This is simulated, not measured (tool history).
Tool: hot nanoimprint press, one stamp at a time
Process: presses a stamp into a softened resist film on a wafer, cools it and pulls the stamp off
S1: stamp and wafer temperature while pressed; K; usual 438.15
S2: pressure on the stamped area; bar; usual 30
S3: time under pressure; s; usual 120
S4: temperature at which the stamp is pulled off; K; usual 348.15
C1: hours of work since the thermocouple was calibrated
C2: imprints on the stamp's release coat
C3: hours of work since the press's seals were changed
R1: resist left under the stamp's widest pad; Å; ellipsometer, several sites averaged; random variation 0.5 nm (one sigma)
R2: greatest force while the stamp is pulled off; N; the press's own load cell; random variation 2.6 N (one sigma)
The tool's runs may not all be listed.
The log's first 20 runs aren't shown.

run 21 day=27.171 | S1=438.15 S2=30 S3=96 S4=340.15 | C1=226 C2=1685 C3=525 | R1=828 R2=143
run 22 day=27.983 | S1=440.15 S2=37.5 S3=145 S4=355.15 | C1=238 C2=1724 C3=537 | R1=553 R2=104
run 23 day=28.904 | S1=446.15 S2=46.5 S3=84 S4=348.15 | C1=250 C2=1768 C3=550 | R1=445 R2=122
-- day=29.912 plate thermocouple calibrated
run 24 day=30.896 | S1=439.15 S2=46.5 S3=119 S4=339.15 | C1=14 C2=1858 C3=576 | R1=574 R2=146
run 25 day=32.346 | S1=439.15 S2=46.5 S3=119 S4=339.15 | C1=34 C2=1928 C3=596 | R1=586 R2=142
run 26 day=33.762 | S1=439.15 S2=46.2 S3=130 S4=335.15 | C1=54 C2=1996 C3=616 | R1=556 R2=153
run 27 day=34.529 | S1=439.15 S2=46.2 S3=130 S4=335.15 | C1=65 C2=2033 C3=626 | R1=556 R2=159
run 28 day=35.546 | S1=439.15 S2=23.1 S3=130 S4=335.15 | C1=79 C2=2082 C3=641 | R1=765 R2=154
-- day=36.954 press's hydraulic seals changed and the load cell set to zero
run 29 day=37.296 | S1=437.15 S2=23.1 S3=130 S4=352.15 | C1=99 C2=2150 C3=5 | R1=871 R2=110
run 30 day=39.158 | S1=427.15 S2=30 S3=71 S4=348.15 | C1=125 C2=2239 C3=31 | R1=1568 R2=122

Forecast each of these 3 alternatives for the next run:
run A day=40.896 | S1=438.15 S2=39.3 S3=195 S4=348.15 | C1=149 C2=2323 C3=55 | R1=? R2=?
run B day=40.896 | S1=449.15 S2=30 S3=109 S4=352.15 | C1=149 C2=2323 C3=55 | R1=? R2=?
run C day=40.896 | S1=426.15 S2=30 S3=71 S4=348.15 | C1=149 C2=2323 C3=55 | R1=? R2=?

run=A R1=537 R2=119
run=B R1=405 R2=113
run=C R1=1634 R2=123
Without the tool's hidden state the same runs would have given:
run=A R1=537 R2=118
run=B R1=404 R2=112
run=C R1=1634 R2=122

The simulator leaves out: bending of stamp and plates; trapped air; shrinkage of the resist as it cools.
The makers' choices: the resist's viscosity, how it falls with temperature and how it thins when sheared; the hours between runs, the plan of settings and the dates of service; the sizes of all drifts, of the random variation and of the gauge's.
